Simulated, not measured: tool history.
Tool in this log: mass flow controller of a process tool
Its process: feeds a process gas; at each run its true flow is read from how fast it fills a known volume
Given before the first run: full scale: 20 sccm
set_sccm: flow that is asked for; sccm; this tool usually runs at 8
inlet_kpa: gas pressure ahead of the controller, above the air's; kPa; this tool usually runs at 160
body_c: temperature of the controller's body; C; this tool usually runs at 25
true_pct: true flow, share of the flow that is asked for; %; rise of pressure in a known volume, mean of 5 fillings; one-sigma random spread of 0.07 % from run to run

run    hour  set_sccm  inlet_kpa  body_c  true_pct
  1     0.0         8        160      25     99.73
  2    83.6         8        160      25     99.71
  3   152.0         8        160      25     99.79
  4   300.9         8        160      25     99.76
  5   450.0         8        160      25     99.71
  6   550.0         8        160      25     99.94
  7   679.6         8        160      25    100.07
  8   755.0         8        160      25    100.02
  9   846.4         8        230      25     99.75
 10   909.8         8        160      25    100.06
 11  1021.0         8        160      25    100.12
 12  1166.4         8        160      25    100.04
 13  1230.9         8        160      25    100.09
 14  1348.4         8        160      25    100.14
 15  1413.0         8        160      25    100.07
 16  1520.3         6        160      25    100.23
 17  1608.4         6        160      25    100.27
 18  1754.5         8        160      25    100.23
 19  1835.6         8        160      25    100.28
 20  1973.0         8        160      25    100.39
 21  2064.7         8        160      25    100.25
 22  2188.5         6        182      21    100.23
 23  2298.4         8        230      33    100.63
 24  2379.6         6        143      22    100.48
 25  2461.5        10        270      26    100.17
 26  2539.1        10        270      26    100.26
 27  2632.2        10        270      26    100.23
 28  2756.5         8        160      26    100.53
 29  2905.9         8        160      25    100.51
 30  2992.0         9        211      25    100.49
 31  3087.4        11        160      25    100.57
 32  3179.4        11        160      25    100.56
 33  3289.6         9        160      25    100.66
 34  3390.1        16        160      26    101.05
 35  3533.0         6        250      25    100.77
 36  3675.2         6        250      25    100.82
 37  3753.4         8        207      25    100.70
 38  3841.1         8        207      25    100.64
 39  3921.4         3        230      34    103.07
 40  4059.8         6        217      25    101.06
 41  4206.4         6        217      25    100.96
 42  4274.8        13        175      28    100.99

Consider 3 possible next runs. They are alternatives, not a sequence: every one starts from the tool as it was left by run 42. What does each give?
  A  4402.9        12        179      27         ?
  B  4402.9         8        211      25         ?
  C  4402.9        13        175      26         ?

run  true_pct
  A    101.04
  B    100.87
  C    101.01
The same runs, with their run-to-run variation unchanged, on a tool lacking any hidden condition would have given:
run  true_pct
  A     99.06
  B     98.30
  C     99.12
